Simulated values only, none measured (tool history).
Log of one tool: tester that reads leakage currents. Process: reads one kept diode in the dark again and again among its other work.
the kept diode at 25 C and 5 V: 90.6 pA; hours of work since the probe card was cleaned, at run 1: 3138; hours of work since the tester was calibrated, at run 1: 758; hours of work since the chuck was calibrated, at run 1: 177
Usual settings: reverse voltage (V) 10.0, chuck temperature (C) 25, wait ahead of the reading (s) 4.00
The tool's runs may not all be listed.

run	hour	reverse voltage (V)	chuck temperature (C)	wait ahead of the reading (s)	hours of work since the probe card was cleaned	hours of work since the tester was calibrated	hours of work since the chuck was calibrated	current that the tester gives (pA)
1	0.0	10.0	25	4.00	3138	758	177	117.92
2	76.4	10.0	25	4.00	3172	792	210	118.16
3	135.7	10.0	25	1.21	3198	818	237	119.86
4	200.6	10.0	25	1.21	3227	847	265	119.95
5	271.6	10.0	25	4.00	3258	878	297	118.24
6	351.4	10.0	25	4.00	3294	914	332	117.09
7	427.3	10.0	28	4.00	3327	947	365	150.80
8	509.8	10.0	25	4.00	3364	984	402	118.51
9	569.0	10.0	25	4.00	3390	1010	428	117.79
10	621.0	7.2	35	4.00	3413	1033	451	232.92
11	701.1	1.0	24	3.13	3448	1068	487	46.29
# hour 732.7: probe card cleaned and baked
12	786.4	1.0	43	4.72	24	1105	523	207.75
13	847.1	8.4	22	1.93	51	1131	550	87.16
14	905.2	6.1	31	4.28	76	1157	575	160.78
15	985.2	3.2	31	4.00	112	1193	611	126.42
# hour 1009.1: chuck's temperature calibrated
16	1058.6	3.2	31	4.00	143	1224	22	125.81
17	1130.8	1.6	55	2.29	175	1256	54	585.05
18	1192.2	2.2	25	0.68	202	1283	81	68.28

3 ways to go on from here, each from the tool as it stands after run 18. What would each give?
A	1238.5	7.0	24	0.82	223	1304	101	?
B	1238.5	18.3	32	5.62	223	1304	101	?
C	1238.5	7.5	25	3.73	223	1304	101	?

run	current that the tester gives (pA)
A	97.42
B	258.95
C	105.78
Without the tool's hidden state the same runs would have given:
run	current that the tester gives (pA)
A	97.38
B	258.85
C	105.74
